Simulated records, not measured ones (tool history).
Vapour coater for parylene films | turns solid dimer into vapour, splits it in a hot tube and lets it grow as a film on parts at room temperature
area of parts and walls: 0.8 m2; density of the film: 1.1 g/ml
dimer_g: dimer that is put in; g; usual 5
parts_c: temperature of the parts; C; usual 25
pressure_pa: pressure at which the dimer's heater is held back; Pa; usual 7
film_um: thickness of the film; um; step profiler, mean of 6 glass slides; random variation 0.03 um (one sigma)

Run 1, hour 0: usual settings. Result: film_um 2.58 um.
Run 2, hour 23.6: usual settings. Result: film_um 2.56 um.
Run 3, hour 46.1: usual settings but parts_c 35 C. Result: film_um 1.73 um.
Run 4, hour 94: usual settings but parts_c 35 C. Result: film_um 1.63 um.
Run 5, hour 133.3: usual settings but pressure_pa 11.2 Pa. Result: film_um 2.33 um.
Run 6, hour 152.9: usual settings. Result: film_um 2.47 um.
Run 7, hour 179.8: usual settings but pressure_pa 2.72 Pa. Result: film_um 2.7 um.
At hour 200.8: trap's valve overhauled.
Run 8, hour 204.8: usual settings but pressure_pa 2.72 Pa. Result: film_um 3.2 um.
Run 9, hour 244.6: usual settings but pressure_pa 2.72 Pa. Result: film_um 3.16 um.
Run 10, hour 288.6: usual settings. Result: film_um 2.83 um.
Run 11, hour 314.5: usual settings. Result: film_um 2.77 um.
Run 12, hour 353.7: usual settings. Result: film_um 2.77 um.
Run 13, hour 387.5: usual settings. Result: film_um 2.7 um.
Run 14, hour 410.6: usual settings. Result: film_um 2.72 um.
Run 15, hour 452.2: usual settings. Result: film_um 2.66 um.
Run 16, hour 478.2: usual settings. Result: film_um 2.63 um.
Run 17, hour 502.6: usual settings but dimer_g 3 g, pressure_pa 5.02 Pa. Result: film_um 1.62 um.
Run 18, hour 543.6: usual settings but dimer_g 3 g, pressure_pa 5.02 Pa. Result: film_um 1.64 um.
Run 19, hour 571.1: usual settings but pressure_pa 4.56 Pa. Result: film_um 2.73 um.
Run 20, hour 597.4: usual settings but pressure_pa 4.56 Pa. Result: film_um 2.7 um.
Run 21, hour 627: usual settings but dimer_g 9 g, parts_c 19 C, pressure_pa 4.56 Pa. Result: film_um 6.17 um.
Run 22, hour 668.2: usual settings but pressure_pa 6.96 Pa. Result: film_um 2.55 um.
Run 23, hour 687.9: usual settings but dimer_g 6 g, pressure_pa 11.77 Pa. Result: film_um 2.84 um.
Run 24, hour 725.6: usual settings but dimer_g 3 g, parts_c 27 C, pressure_pa 11.77 Pa. Result: film_um 1.27 um.
At hour 744.5: trap's valve overhauled.
Run 25, hour 777: usual settings but dimer_g 6 g, parts_c 27 C, pressure_pa 6.47 Pa. Result: film_um 3.25 um.
Run 26, hour 798.9: usual settings but dimer_g 2 g, parts_c 23 C, pressure_pa 9.13 Pa. Result: film_um 1.18 um.
Run 27, hour 833: usual settings but dimer_g 2 g, parts_c 23 C, pressure_pa 9.13 Pa. Result: film_um 1.18 um.
Run 28, hour 876.1: usual settings but dimer_g 2 g, parts_c 23 C, pressure_pa 4.92 Pa. Result: film_um 1.23 um.
Run 29, hour 915.9: usual settings but dimer_g 3 g, parts_c 36 C, pressure_pa 2.24 Pa. Result: film_um 1.19 um.
Run 30, hour 951.8: usual settings but dimer_g 3 g, parts_c 36 C, pressure_pa 2.24 Pa. Result: film_um 1.21 um.

5 ways to go on from here, each from the tool as it stands after run 30. What would each give?
Run A, hour 972.6: usual settings but dimer_g 7 g, parts_c 36 C, pressure_pa 2.24 Pa. Result: film_um ?.
Run B, hour 972.6: usual settings but dimer_g 3 g, parts_c 36 C, pressure_pa 3.63 Pa. Result: film_um ?.
Run C, hour 972.6: usual settings but parts_c 36 C, pressure_pa 6.74 Pa. Result: film_um ?.
Run D, hour 972.6: usual settings but dimer_g 3 g, parts_c 36 C, pressure_pa 9.65 Pa. Result: film_um ?.
Run E, hour 972.6: usual settings but dimer_g 3 g, parts_c 24 C, pressure_pa 11.29 Pa. Result: film_um ?.

run  film_um
  A     2.85
  B     1.14
  C     1.81
  D     0.98
  E     1.61
Without the tool's hidden state the same runs would have given:
run  film_um
  A     2.94
  B     1.18
  C     1.86
  D     1.01
  E     1.66

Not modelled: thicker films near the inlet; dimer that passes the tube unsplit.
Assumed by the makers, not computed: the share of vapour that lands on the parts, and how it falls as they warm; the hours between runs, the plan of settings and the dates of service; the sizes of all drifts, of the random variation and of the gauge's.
